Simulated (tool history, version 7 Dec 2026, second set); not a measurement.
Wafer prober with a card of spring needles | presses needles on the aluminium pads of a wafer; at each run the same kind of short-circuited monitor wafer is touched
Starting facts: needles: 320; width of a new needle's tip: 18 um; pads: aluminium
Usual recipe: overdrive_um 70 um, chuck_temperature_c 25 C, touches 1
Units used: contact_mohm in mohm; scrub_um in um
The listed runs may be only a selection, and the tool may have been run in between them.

run 1 hour=0.0 | overdrive_um=70 chuck_temperature_c=25 touches=1 | contact_mohm=231 scrub_um=18.13
-- hour=3.8 tips cleaned on abrasive film
-- hour=10.1 tips cleaned on abrasive film
-- hour=16.4 tips cleaned on abrasive film
-- hour=21.5 tips cleaned on abrasive film
-- hour=27.8 tips cleaned on abrasive film
-- hour=34.1 tips cleaned on abrasive film
-- hour=40.4 tips cleaned on abrasive film
-- hour=45.5 tips cleaned on abrasive film
run 2 hour=47.2 | overdrive_um=70 chuck_temperature_c=25 touches=1 | contact_mohm=232 scrub_um=18.06
-- hour=51.1 tips cleaned on abrasive film
-- hour=56.1 tips cleaned on abrasive film
-- hour=61.2 tips cleaned on abrasive film
-- hour=67.5 tips cleaned on abrasive film
-- hour=72.6 tips cleaned on abrasive film
-- hour=78.9 tips cleaned on abrasive film
-- hour=83.9 tips cleaned on abrasive film
-- hour=89.0 tips cleaned on abrasive film
-- hour=95.3 tips cleaned on abrasive film
-- hour=100.4 tips cleaned on abrasive film
-- hour=105.4 tips cleaned on abrasive film
run 3 hour=106.9 | overdrive_um=70 chuck_temperature_c=26 touches=1 | contact_mohm=233 scrub_um=17.87
-- hour=110.7 tips cleaned on abrasive film
-- hour=115.8 tips cleaned on abrasive film
-- hour=122.1 tips cleaned on abrasive film
-- hour=128.4 tips cleaned on abrasive film
-- hour=134.7 tips cleaned on abrasive film
-- hour=139.8 tips cleaned on abrasive film
run 4 hour=142.7 | overdrive_um=70 chuck_temperature_c=25 touches=1 | contact_mohm=238 scrub_um=17.85
-- hour=145.3 tips cleaned on abrasive film
-- hour=150.4 tips cleaned on abrasive film
-- hour=155.5 tips cleaned on abrasive film
-- hour=161.8 tips cleaned on abrasive film
-- hour=166.8 tips cleaned on abrasive film
-- hour=171.9 tips cleaned on abrasive film
-- hour=178.2 tips cleaned on abrasive film
-- hour=184.5 tips cleaned on abrasive film
-- hour=189.6 tips cleaned on abrasive film
-- hour=194.6 tips cleaned on abrasive film
-- hour=199.7 tips cleaned on abrasive film
run 5 hour=200.7 | overdrive_um=70 chuck_temperature_c=25 touches=1 | contact_mohm=232 scrub_um=17.63
-- hour=205.7 tips cleaned on abrasive film
-- hour=210.8 tips cleaned on abrasive film
-- hour=217.1 tips cleaned on abrasive film
-- hour=223.4 tips cleaned on abrasive film
-- hour=228.5 tips cleaned on abrasive film
-- hour=234.8 tips cleaned on abrasive film
-- hour=241.1 tips cleaned on abrasive film
-- hour=246.1 tips cleaned on abrasive film
-- hour=251.2 tips cleaned on abrasive film
-- hour=257.5 tips cleaned on abrasive film
run 6 hour=259.5 | overdrive_um=73 chuck_temperature_c=25 touches=1 | contact_mohm=229 scrub_um=18.25
-- hour=263.3 tips cleaned on abrasive film
-- hour=268.4 tips cleaned on abrasive film
-- hour=273.5 tips cleaned on abrasive film
-- hour=279.8 tips cleaned on abrasive film
-- hour=286.1 tips cleaned on abrasive film
-- hour=291.2 tips cleaned on abrasive film
run 7 hour=293.2 | overdrive_um=70 chuck_temperature_c=25 touches=1 | contact_mohm=238 scrub_um=17.44
-- hour=297.1 tips cleaned on abrasive film
-- hour=303.4 tips cleaned on abrasive film
-- hour=309.7 tips cleaned on abrasive film
-- hour=316.0 tips cleaned on abrasive film
-- hour=321.0 tips cleaned on abrasive film
-- hour=326.1 tips cleaned on abrasive film
-- hour=331.2 tips cleaned on abrasive film
-- hour=337.5 tips cleaned on abrasive film
run 8 hour=341.1 | overdrive_um=70 chuck_temperature_c=43 touches=1 | contact_mohm=246 scrub_um=17.31
-- hour=343.7 tips cleaned on abrasive film
-- hour=348.7 tips cleaned on abrasive film
-- hour=352.8 height of the first contact set anew
-- hour=354.1 tips cleaned on abrasive film
-- hour=359.2 tips cleaned on abrasive film
-- hour=365.5 tips cleaned on abrasive film
-- hour=371.8 tips cleaned on abrasive film
run 9 hour=375.2 | overdrive_um=70 chuck_temperature_c=43 touches=1 | contact_mohm=245 scrub_um=18.37
-- hour=377.7 tips cleaned on abrasive film
-- hour=384.1 tips cleaned on abrasive film
-- hour=389.1 tips cleaned on abrasive film
-- hour=394.2 tips cleaned on abrasive film
-- hour=400.5 tips cleaned on abrasive film
run 10 hour=404.5 | overdrive_um=58 chuck_temperature_c=57 touches=2 | contact_mohm=256 scrub_um=15.06

Run 11, settings as shown, results not yet in. Your forecast:
-- hour=405.8 tips cleaned on abrasive film
-- hour=412.1 tips cleaned on abrasive film
-- hour=418.5 tips cleaned on abrasive film
-- hour=424.8 tips cleaned on abrasive film
-- hour=431.1 tips cleaned on abrasive film
-- hour=436.1 tips cleaned on abrasive film
run 11 hour=439.7 | overdrive_um=53 chuck_temperature_c=57 touches=2 | contact_mohm=? scrub_um=?

Run 11 came out at contact_mohm 255 mohm, scrub_um 13.57 um.
Without the tool's hidden state the same run would have given contact_mohm 235 mohm, scrub_um 13.80 um.
